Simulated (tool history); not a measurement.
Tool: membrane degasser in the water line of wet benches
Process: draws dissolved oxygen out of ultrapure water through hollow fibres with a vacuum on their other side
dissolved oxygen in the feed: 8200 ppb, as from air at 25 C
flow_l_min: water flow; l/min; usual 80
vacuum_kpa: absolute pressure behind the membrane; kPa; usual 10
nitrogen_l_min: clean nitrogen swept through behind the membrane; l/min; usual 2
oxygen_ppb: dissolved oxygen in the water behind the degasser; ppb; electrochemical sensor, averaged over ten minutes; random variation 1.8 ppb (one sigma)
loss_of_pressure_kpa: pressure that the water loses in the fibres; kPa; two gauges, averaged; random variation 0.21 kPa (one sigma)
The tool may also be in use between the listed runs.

Run 1, day 0: usual settings. Result: oxygen_ppb 540.1 ppb, loss_of_pressure_kpa 51.01 kPa.
Run 2, day 1.296: usual settings. Result: oxygen_ppb 540.5 ppb, loss_of_pressure_kpa 50.7 kPa.
Run 3, day 2.488: usual settings. Result: oxygen_ppb 540.9 ppb, loss_of_pressure_kpa 50.61 kPa.
Run 4, day 4.683: usual settings but flow_l_min 72 l/min. Result: oxygen_ppb 493.7 ppb, loss_of_pressure_kpa 44.97 kPa.
Run 5, day 6.05: usual settings but flow_l_min 72 l/min. Result: oxygen_ppb 492.5 ppb, loss_of_pressure_kpa 45.39 kPa.
Run 6, day 7.675: usual settings but vacuum_kpa 8.6 kPa. Result: oxygen_ppb 442.1 ppb, loss_of_pressure_kpa 50.57 kPa.
Run 7, day 9.475: usual settings but vacuum_kpa 8.6 kPa. Result: oxygen_ppb 438.5 ppb, loss_of_pressure_kpa 50.58 kPa.
Run 8, day 10.95: usual settings but nitrogen_l_min 1.01 l/min. Result: oxygen_ppb 865.3 ppb, loss_of_pressure_kpa 50.34 kPa.
Run 9, day 13.121: usual settings but nitrogen_l_min 1.01 l/min. Result: oxygen_ppb 863.5 ppb, loss_of_pressure_kpa 50.33 kPa.
Run 10, day 14.483: usual settings but flow_l_min 59 l/min. Result: oxygen_ppb 414.7 ppb, loss_of_pressure_kpa 37.43 kPa.
Run 11, day 15.475: usual settings but flow_l_min 59 l/min. Result: oxygen_ppb 414.7 ppb, loss_of_pressure_kpa 37.4 kPa.
Run 12, day 17.45: usual settings but flow_l_min 59 l/min. Result: oxygen_ppb 414.9 ppb, loss_of_pressure_kpa 37.37 kPa.
Run 13, day 18.679: usual settings but flow_l_min 59 l/min. Result: oxygen_ppb 420.1 ppb, loss_of_pressure_kpa 37.44 kPa.
Run 14, day 20.3: usual settings but flow_l_min 59 l/min. Result: oxygen_ppb 418.4 ppb, loss_of_pressure_kpa 37.17 kPa.
Run 15, day 22.4: usual settings but flow_l_min 59 l/min. Result: oxygen_ppb 418.2 ppb, loss_of_pressure_kpa 37.12 kPa.
Run 16, day 23.358: usual settings but flow_l_min 113 l/min. Result: oxygen_ppb 760.5 ppb, loss_of_pressure_kpa 71.32 kPa.
Run 17, day 24.958: usual settings but flow_l_min 122 l/min, vacuum_kpa 19.6 kPa, nitrogen_l_min 0.88 l/min. Result: oxygen_ppb 2593.1 ppb, loss_of_pressure_kpa 76.93 kPa.
Run 18, day 26.362: usual settings but flow_l_min 107 l/min, vacuum_kpa 9.9 kPa, nitrogen_l_min 1.34 l/min. Result: oxygen_ppb 913.6 ppb, loss_of_pressure_kpa 68.01 kPa.
Run 19, day 27.858: usual settings but flow_l_min 58 l/min. Result: oxygen_ppb 412 ppb, loss_of_pressure_kpa 36.79 kPa.
Run 20, day 29.346: usual settings but flow_l_min 97 l/min, vacuum_kpa 7.4 kPa, nitrogen_l_min 5.66 l/min. Result: oxygen_ppb 219 ppb, loss_of_pressure_kpa 61.42 kPa.
At day 29.892: gauge calibrated.
Run 21, day 30.746: usual settings but flow_l_min 97 l/min, vacuum_kpa 7.4 kPa, nitrogen_l_min 5.66 l/min. Result: oxygen_ppb 213.5 ppb, loss_of_pressure_kpa 61.12 kPa.
Run 22, day 32.7: usual settings but flow_l_min 97 l/min, vacuum_kpa 7.4 kPa, nitrogen_l_min 5.66 l/min. Result: oxygen_ppb 214.5 ppb, loss_of_pressure_kpa 61.18 kPa.
Run 23, day 34.475: usual settings but flow_l_min 55 l/min, nitrogen_l_min 0.99 l/min. Result: oxygen_ppb 665.9 ppb, loss_of_pressure_kpa 34.96 kPa.
Run 24, day 35.546: usual settings but vacuum_kpa 11.9 kPa. Result: oxygen_ppb 681.1 ppb, loss_of_pressure_kpa 50.63 kPa.
Run 25, day 37.717: usual settings but vacuum_kpa 11.9 kPa. Result: oxygen_ppb 675.7 ppb, loss_of_pressure_kpa 50.19 kPa.
Run 26, day 39.779: usual settings but flow_l_min 92 l/min, vacuum_kpa 6.9 kPa. Result: oxygen_ppb 365.3 ppb, loss_of_pressure_kpa 58.04 kPa.
Run 27, day 41.829: usual settings but flow_l_min 92 l/min, vacuum_kpa 6.9 kPa, nitrogen_l_min 4 l/min. Result: oxygen_ppb 228 ppb, loss_of_pressure_kpa 57.87 kPa.
Run 28, day 42.942: usual settings but vacuum_kpa 22.6 kPa, nitrogen_l_min 5.74 l/min. Result: oxygen_ppb 609.8 ppb, loss_of_pressure_kpa 50.6 kPa.
Run 29, day 44.346: usual settings but vacuum_kpa 16.6 kPa, nitrogen_l_min 5.74 l/min. Result: oxygen_ppb 437.5 ppb, loss_of_pressure_kpa 50.7 kPa.
Run 30, day 45.821: usual settings but flow_l_min 102 l/min, nitrogen_l_min 0.85 l/min. Result: oxygen_ppb 1139.6 ppb, loss_of_pressure_kpa 64.38 kPa.
Run 31, day 47.192: usual settings but flow_l_min 91 l/min, nitrogen_l_min 4.7 l/min. Result: oxygen_ppb 329.3 ppb, loss_of_pressure_kpa 57.43 kPa.

4 ways to go on from here, each from the tool as it stands after run 31. What would each give?
Run A, day 49.338: usual settings but flow_l_min 95 l/min, vacuum_kpa 16.1 kPa. Result: oxygen_ppb ?, loss_of_pressure_kpa ?.
Run B, day 49.338: usual settings but flow_l_min 117 l/min, vacuum_kpa 6.9 kPa, nitrogen_l_min 3.97 l/min. Result: oxygen_ppb ?, loss_of_pressure_kpa ?.
Run C, day 49.338: usual settings but flow_l_min 75 l/min, vacuum_kpa 8 kPa, nitrogen_l_min 1.5 l/min. Result: oxygen_ppb ?, loss_of_pressure_kpa ?.
Run D, day 49.338: usual settings but flow_l_min 60 l/min, vacuum_kpa 7.1 kPa, nitrogen_l_min 4.7 l/min. Result: oxygen_ppb ?, loss_of_pressure_kpa ?.

run  oxygen_ppb  loss_of_pressure_kpa
  A      1118.5                 60.51
  B       335.9                 73.86
  C       461.5                 47.26
  D       121.3                    38
Without the tool's hidden state the same runs would have given:
run  oxygen_ppb  loss_of_pressure_kpa
  A      1102.4                  60.5
  B       330.9                 73.85
  C       454.7                 47.26
  D       119.5                 37.99
